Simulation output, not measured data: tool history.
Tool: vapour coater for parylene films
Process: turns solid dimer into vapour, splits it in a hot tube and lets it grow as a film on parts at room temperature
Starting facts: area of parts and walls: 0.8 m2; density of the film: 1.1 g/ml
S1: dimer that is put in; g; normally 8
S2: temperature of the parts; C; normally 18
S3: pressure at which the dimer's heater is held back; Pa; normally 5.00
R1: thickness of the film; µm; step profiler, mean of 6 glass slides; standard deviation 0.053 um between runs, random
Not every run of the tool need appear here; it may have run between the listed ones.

run    hour  S1  S2     S3     R1
  1     0.0   8  18   5.00   6.06
  2    38.5   8  18   5.00   6.09
  3    96.0   8  18   5.00   6.07
  4   139.7   8  18   5.00   6.17
  5   182.9   8  18   5.00   6.10
  6   215.1   8  18   5.00   6.11
  7   281.6   8  18   5.00   5.98
  8   339.8   8  18   5.00   6.12
  9   401.7   8  18   5.00   6.12
 10   460.0   8  18   5.00   6.16
 11   492.1  12  18   5.00   9.22
 12   538.1  12  18   5.00   9.18
 13   594.6   8  18   5.00   6.17
 14   644.5   8  18   5.00   6.04
 15   684.7   8  13   5.00   7.11
 16   731.1   8  13   5.00   7.14
 17   762.2   8  13   5.00   7.08
 18   798.1   8  27   5.00   4.49
 19   841.5   8  27   5.00   4.53
 20   882.2   8  27   5.00   4.50
 21   921.7   8  27   5.00   4.57
 22   955.5   8  11   5.00   7.67
 23   996.6   8  18   5.00   6.10
 24  1069.7   8  10   5.00   7.98
 25  1101.6   7  11   5.00   6.74
 26  1150.7   8  18   7.45   5.68
 27  1196.3   8  18   7.45   5.74
 28  1245.4   8  18   7.45   5.59
 29  1284.3  10  11   2.31  11.16
 30  1315.3   7  11   3.72   6.99
 31  1364.1   5  19  11.66   3.15
 32  1433.2   5  19  11.66   3.14
 33  1491.9   5  19  11.66   3.14
 34  1552.0   3  22   6.41   1.93
 35  1581.6   8  19   5.00   5.95
 36  1644.1  14  19   9.47   9.17
 37  1701.8   5  12   6.11   4.46
 38  1739.0   7  29   7.02   3.42
 39  1782.1   7  29   7.02   3.45
 40  1819.1   7  29   7.02   3.46
 41  1869.9   3  12   6.81   2.66
 42  1911.2   3  12   6.81   2.57
 43  1957.3   8  10   5.56   7.84
 44  2009.5   8  10   5.56   7.74
 45  2058.3   5  10   2.75   5.58
 46  2091.9   5  20   5.00   3.52
 47  2145.1   8  11   5.00   7.73

Withheld: 7 entries from between the runs. Position of each, and hidden state at the listed run before versus the listed run after:
After run 4, before run 5: trap's valve overhauled (hour 170.0)
  vapour lost through the trap's worn valve, %: 0.3 -> 0
After run 8, before run 9: table's thermometer calibrated (hour 395.2)
  vapour lost through the trap's worn valve, %: 0.1 -> 0.2; true temperature of the parts over the reading, C: 0.03 -> 0
After run 13, before run 14: trap's valve overhauled (hour 614.2)
  vapour lost through the trap's worn valve, %: 0.3 -> 0
After run 23, before run 24: trap's valve overhauled (hour 1056.2)
  vapour lost through the trap's worn valve, %: 0.3 -> 0
After run 33, before run 34: trap's valve overhauled (hour 1501.8)
  vapour lost through the trap's worn valve, %: 0.3 -> 0
After run 36, before run 37: table's thermometer calibrated (hour 1679.5)
  vapour lost through the trap's worn valve, %: 0.1 -> 0.2; true temperature of the parts over the reading, C: 0.03 -> 0
After run 42, before run 43: trap's valve overhauled (hour 1946.5)
  vapour lost through the trap's worn valve, %: 0.3 -> 0
